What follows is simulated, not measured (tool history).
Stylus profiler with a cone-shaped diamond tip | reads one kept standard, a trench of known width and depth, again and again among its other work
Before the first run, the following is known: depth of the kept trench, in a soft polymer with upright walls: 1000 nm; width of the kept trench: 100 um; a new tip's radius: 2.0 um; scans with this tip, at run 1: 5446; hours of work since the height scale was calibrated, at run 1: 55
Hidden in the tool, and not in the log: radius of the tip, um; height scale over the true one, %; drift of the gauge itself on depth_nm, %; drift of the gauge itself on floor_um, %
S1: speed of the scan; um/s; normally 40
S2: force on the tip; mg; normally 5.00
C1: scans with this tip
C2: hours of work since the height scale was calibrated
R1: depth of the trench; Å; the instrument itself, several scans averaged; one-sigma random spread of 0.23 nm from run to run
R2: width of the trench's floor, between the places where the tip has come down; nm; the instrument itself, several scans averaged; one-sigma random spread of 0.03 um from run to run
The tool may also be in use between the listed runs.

run	hour	S1	S2	C1	C2	R1	R2
1	0.0	40	5.00	5446	55	10179.4	95840
2	38.4	40	5.00	5573	78	10179.1	95820
3	79.6	40	5.00	5709	103	10182.2	95780
4	131.0	40	6.21	5879	134	10208.4	95800
5	198.9	40	6.21	6104	176	10211.4	95750
6	239.8	40	6.21	6239	200	10207.1	95760
7	287.6	11	5.00	6398	229	10184.8	95840
8	317.1	11	5.00	6495	247	10188.3	95820
9	376.6	14	5.00	6692	283	10186.3	95740
10	433.0	14	5.00	6879	317	10191.1	95790
11	462.3	14	5.00	6976	335	10188.2	95750
12	502.1	14	5.00	7108	359	10193.9	95700
13	554.3	40	5.00	7281	391	10191.0	95710
14	608.9	40	13.88	7461	424	10363.9	95690
15	654.2	40	13.88	7611	452	10367.2	95620
16	691.4	40	5.00	7734	474	10197.0	95600
17	742.4	40	6.51	7903	505	10226.9	95620
18	789.7	22	5.00	8060	534	10200.0	95630
19	840.9	22	11.44	8229	565	10332.9	95610
20	897.5	22	5.15	8416	599	10209.4	95630
21	944.9	22	5.15	8573	628	10205.8	95500
22	992.6	40	5.00	8731	657	10205.9	95520
23	1044.5	40	7.11	8903	688	10253.1	95530
24	1109.8	40	7.11	9119	728	10259.6	95540
25	1175.9	30	7.84	9338	768	10277.4	95500
26	1205.0	23	2.38	9434	785	10146.6	95490
27	1238.1	40	3.64	9544	806	10181.1	95400
28	1300.6	40	3.64	9750	843	10180.0	95370
29	1340.1	40	3.64	9881	867	10181.4	95410
30	1367.3	13	4.81	9971	884	10214.2	95480
31	1427.8	147	10.58	10171	921	10331.7	95190
# hour 1451.2: height scale calibrated on a step standard
32	1485.3	147	10.58	10360	21	10287.7	95260
33	1551.6	147	10.58	10580	61	10291.1	95230
34	1602.8	147	10.58	10749	92	10288.2	95210
35	1663.5	12	4.70	10950	129	10169.5	95340
36	1698.6	17	3.43	11066	150	10142.5	95370
37	1757.2	11	9.66	11260	185	10274.2	95310
38	1805.8	11	9.66	11421	215	10275.3	95270
39	1840.4	11	9.66	11535	236	10275.0	95330
40	1894.0	58	3.61	11713	268	10152.2	95200
41	1927.0	66	9.29	11822	288	10271.0	95210
42	1967.7	102	2.97	11957	313	10137.1	95070
43	2007.8	116	12.11	12089	337	10326.7	95120
44	2063.4	95	12.04	12273	371	10325.5	95130
45	2095.6	95	12.04	12380	391	10326.2	95090
46	2151.8	47	1.90	12566	425	10109.9	95110
47	2190.9	47	3.79	12695	448	10167.4	95090

3 ways to go on from here, each from the tool as it stands after run 47. What would each give?
A	2257.6	40	3.94	12916	489	?	?
B	2257.6	40	2.72	12916	489	?	?
C	2257.6	95	14.09	12916	489	?	?

run	R1	R2
A	10168.7	95100
B	10136.7	95120
C	10360.8	95080
Had the tool no hidden state, the same runs would have come out as:
run	R1	R2
A	10145.0	96430
B	10113.1	96450
C	10336.6	96410
